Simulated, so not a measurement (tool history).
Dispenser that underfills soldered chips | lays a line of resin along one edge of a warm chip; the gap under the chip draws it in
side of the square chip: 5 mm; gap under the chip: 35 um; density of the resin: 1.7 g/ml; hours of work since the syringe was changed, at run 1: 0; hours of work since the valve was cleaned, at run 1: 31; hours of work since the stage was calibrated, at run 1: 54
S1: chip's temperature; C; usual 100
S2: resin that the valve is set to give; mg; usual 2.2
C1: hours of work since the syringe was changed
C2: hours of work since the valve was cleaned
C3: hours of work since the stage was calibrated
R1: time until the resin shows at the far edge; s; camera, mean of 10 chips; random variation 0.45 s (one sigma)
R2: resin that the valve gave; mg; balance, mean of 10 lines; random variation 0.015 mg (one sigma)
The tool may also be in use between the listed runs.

| run | hour | S1 | S2 | C1 | C2 | C3 | R1 | R2 |
|---|---|---|---|---|---|---|---|---|
| 1 | 0 | 100 | 2.2 | 0 | 31 | 54 | 35.5 | 2.14 |
| 2 | 2 | 100 | 2.2 | 2 | 32 | 55 | 38.7 | 2.14 |
| 3 | 5.4 | 100 | 2.08 | 4 | 34 | 57 | 45.7 | 2.03 |
| 4 | 9.9 | 100 | 2.08 | 6 | 36 | 60 | 56 | 1.98 |
| 5 | 14.2 | 100 | 2.08 | 9 | 39 | 62 | 68.7 | 1.98 |
| 6 | 17.5 | 100 | 2.2 | 11 | 41 | 64 | 78.3 | 2.12 |
|  | 18 | new syringe of resin |
| 7 | 21.2 | 100 | 2.2 | 2 | 43 | 66 | 39.7 | 2.12 |
| 8 | 25.7 | 100 | 2.52 | 5 | 46 | 69 | 47.7 | 2.4 |
| 9 | 27.7 | 100 | 2.2 | 6 | 47 | 70 | 52.5 | 2.09 |
| 10 | 30 | 99 | 2.2 | 7 | 48 | 71 | 59.6 | 2.1 |
| 11 | 32.7 | 99 | 2.2 | 9 | 50 | 73 | 68.1 | 2.12 |
| 12 | 35.3 | 99 | 2.2 | 10 | 52 | 75 | 77.5 | 2.07 |
|  | 36.9 | new syringe of resin |
| 13 | 37.5 | 99 | 2.2 | 0 | 53 | 76 | 36 | 2.09 |
| 14 | 41.4 | 100 | 2.2 | 3 | 55 | 78 | 42.6 | 2.11 |
| 15 | 44.6 | 100 | 2.2 | 5 | 57 | 80 | 48.5 | 2.09 |
| 16 | 48.6 | 100 | 2.2 | 7 | 59 | 82 | 58.3 | 2.11 |
| 17 | 50.7 | 100 | 2.2 | 8 | 61 | 84 | 65.1 | 2.09 |
| 18 | 53.4 | 100 | 2.2 | 10 | 62 | 85 | 71.1 | 2.06 |
|  | 55.8 | new syringe of resin |
| 19 | 57.3 | 100 | 2.2 | 1 | 65 | 88 | 37.8 | 2.09 |
|  | 63.1 | dispensing valve cleaned and set on the balance |
| 20 | 63.1 | 87 | 1.93 | 4 | 0 | 90 | 73.9 | 1.92 |
| 21 | 65.7 | 104 | 2.2 | 5 | 2 | 92 | 45.8 | 2.17 |
| 22 | 69.2 | 100 | 2.23 | 7 | 4 | 94 | 61.8 | 2.21 |
| 23 | 72.5 | 100 | 2.23 | 10 | 6 | 96 | 70.1 | 2.21 |
| 24 | 74.6 | 108 | 2.44 | 11 | 7 | 97 | 59.2 | 2.42 |
|  | 75.5 | new syringe of resin |
| 25 | 76.9 | 94 | 1.99 | 1 | 8 | 99 | 45.8 | 1.97 |
| 26 | 80.4 | 94 | 1.99 | 3 | 10 | 101 | 53.7 | 1.95 |
| 27 | 84.8 | 94 | 1.99 | 6 | 13 | 103 | 66.3 | 1.99 |
| 28 | 88 | 94 | 1.99 | 7 | 15 | 105 | 76.6 | 1.97 |
| 29 | 90 | 107 | 2.01 | 9 | 16 | 106 | 54.6 | 1.99 |
| 30 | 92.2 | 111 | 2.02 | 10 | 17 | 108 | 51.7 | 1.99 |
|  | 94.4 | new syringe of resin |
| 31 | 97.1 | 111 | 2.02 | 2 | 20 | 111 | 27.8 | 2.04 |
| 32 | 99.3 | 111 | 2.02 | 3 | 21 | 112 | 30.9 | 1.96 |
| 33 | 101.6 | 94 | 2.1 | 4 | 23 | 113 | 59.4 | 2.06 |
| 34 | 106.2 | 85 | 2.72 | 7 | 26 | 116 | 97.2 | 2.64 |
| 35 | 110.5 | 85 | 2.72 | 10 | 28 | 119 | 118.5 | 2.63 |
|  | 113.4 | new syringe of resin |
| 36 | 113.9 | 104 | 2.69 | 0 | 30 | 121 | 30.9 | 2.61 |

How the hidden state differs across the entries between the runs, from the last listed run before each to the first after it:
Between runs 6 and 7: new syringe of resin (hour 18)
  resin's viscosity, % of fresh resin's: 232.3 -> 114.8; dose that the valve gives, % of what is set: 96.32 -> 96.16
  measured less the result without the state, R1: +44.8 -> +5.5 s; R2: -0.08 -> -0.08 mg
Between runs 12 and 13: new syringe of resin (hour 36.9)
  resin's viscosity, % of fresh resin's: 218.8 -> 102.4; dose that the valve gives, % of what is set: 95.46 -> 95.35
  measured less the result without the state, R1: +42.7 -> +1.3 s; R2: -0.1 -> -0.1 mg
Between runs 18 and 19: new syringe of resin (hour 55.8)
  resin's viscosity, % of fresh resin's: 211.4 -> 109.3; dose that the valve gives, % of what is set: 94.52 -> 94.32; true chip temperature over the reading, C: -0.19 -> -0.2
  measured less the result without the state, R1: +38.3 -> +3.9 s; R2: -0.12 -> -0.13 mg
Between runs 19 and 20: dispensing valve cleaned and set on the balance (hour 63.1)
  resin's viscosity, % of fresh resin's: 109.3 -> 135.8; dose that the valve gives, % of what is set: 94.32 -> 99.72; true chip temperature over the reading, C: -0.2 -> -0.21
  measured less the result without the state, R1: +3.9 -> +20.1 s; R2: -0.13 -> +0 mg
Between runs 24 and 25: new syringe of resin (hour 75.5)
  resin's viscosity, % of fresh resin's: 230.1 -> 107.3; dose that the valve gives, % of what is set: 99.1 -> 99.01; true chip temperature over the reading, C: -0.24 -> -0.25
  measured less the result without the state, R1: +33.8 -> +3.6 s; R2: -0.02 -> -0.02 mg
Between runs 30 and 31: new syringe of resin (hour 94.4)
  resin's viscosity, % of fresh resin's: 215.8 -> 112.2; dose that the valve gives, % of what is set: 98.22 -> 97.97; true chip temperature over the reading, C: -0.29 -> -0.3
  measured less the result without the state, R1: +28.3 -> +3.3 s; R2: -0.04 -> -0.04 mg
Between runs 35 and 36: new syringe of resin (hour 113.4)
  resin's viscosity, % of fresh resin's: 207.2 -> 104; dose that the valve gives, % of what is set: 97.22 -> 97.07; true chip temperature over the reading, C: -0.33 -> -0.34
  measured less the result without the state, R1: +62.3 -> +1.5 s; R2: -0.08 -> -0.08 mg
